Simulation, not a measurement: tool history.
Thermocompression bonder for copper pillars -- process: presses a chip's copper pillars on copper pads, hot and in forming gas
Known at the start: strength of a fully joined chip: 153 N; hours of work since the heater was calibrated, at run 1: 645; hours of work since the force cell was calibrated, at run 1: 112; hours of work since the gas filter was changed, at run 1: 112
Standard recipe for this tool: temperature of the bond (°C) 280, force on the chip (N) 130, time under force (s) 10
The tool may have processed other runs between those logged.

run	hour	temperature of the bond (°C)	force on the chip (N)	time under force (s)	hours of work since the heater was calibrated	hours of work since the force cell was calibrated	hours of work since the gas filter was changed	force that shears a chip off (N)
1	0.0	280	130	10	645	112	112	54.1
2	9.8	280	130	10	651	118	118	54.2
3	19.6	280	130	19	656	123	123	67.3
4	26.0	280	130	10	660	127	127	53.4
5	32.5	280	130	10	664	131	131	53.9
6	38.8	250	130	10	667	134	134	38.0
7	46.6	280	130	12	672	139	139	57.3
8	52.0	280	130	12	675	142	142	57.5
9	58.8	280	130	12	679	146	146	56.0
10	68.5	280	130	10	685	152	152	53.4
11	76.0	280	130	10	689	156	156	52.6
12	81.0	280	130	10	692	159	159	52.2
13	91.0	280	130	10	698	165	165	51.6
14	99.5	280	130	10	702	169	169	52.7
15	105.9	280	130	10	706	173	173	50.9
16	112.8	280	130	10	710	177	177	51.3
17	120.9	280	130	10	715	182	182	50.7
18	131.1	280	130	11	721	188	188	52.6
19	140.9	280	130	6	726	193	193	43.6
20	146.5	280	130	6	729	196	196	40.7
21	155.1	280	130	6	734	201	201	41.6
22	162.7	280	130	6	739	206	206	41.7
23	167.3	258	119	19	741	208	208	47.6
24	172.9	309	79	24	745	212	212	56.7
25	177.3	280	176	12	747	214	214	71.8
26	186.4	284	129	7	752	219	219	45.9
27	194.8	284	82	7	757	224	224	27.8
28	199.5	284	82	9	760	227	227	30.6
29	207.9	284	90	5	765	232	232	26.2
30	212.8	280	171	10	768	235	235	65.0
31	217.0	280	135	5	770	237	237	39.1
32	227.0	280	92	11	776	243	243	36.7
33	231.4	280	92	11	778	245	245	36.4
34	241.2	280	175	16	784	251	251	77.1
35	249.2	280	92	29	789	256	256	53.8
36	259.3	288	129	11	794	261	261	56.5
37	267.8	279	129	27	799	266	266	69.3
38	276.5	279	129	27	804	271	271	70.6
39	281.2	279	186	27	807	274	274	92.3

For each run, the measured value with the value that run would have given without the tool's hidden condition subtracted. The run-to-run variation is shared by both, the gauge scatter possibly not:
The tool's hidden condition here consists of: true temperature of the bond over the reading, C; force that reaches the chip, % of what is set; oxide that the forming gas leaves, % of the face; drift of the gauge itself on shear_n, %.
run	force that shears a chip off (N)
1	-5.8
2	-6.2
3	-7.4
4	-6.2
5	-6.5
6	-5.1
7	-7.1
8	-7.2
9	-7.2
10	-7.0
11	-7.2
12	-7.2
13	-7.5
14	-7.5
15	-7.5
16	-7.8
17	-7.8
18	-8.2
19	-7.0
20	-6.8
21	-7.1
22	-7.2
23	-8.5
24	-9.2
25	-11.6
26	-8.1
27	-5.2
28	-5.8
29	-5.2
30	-11.4
31	-7.6
32	-7.2
33	-7.2
34	-13.7
35	-10.5
36	-11.0
37	-13.3
38	-13.8
39	-16.7
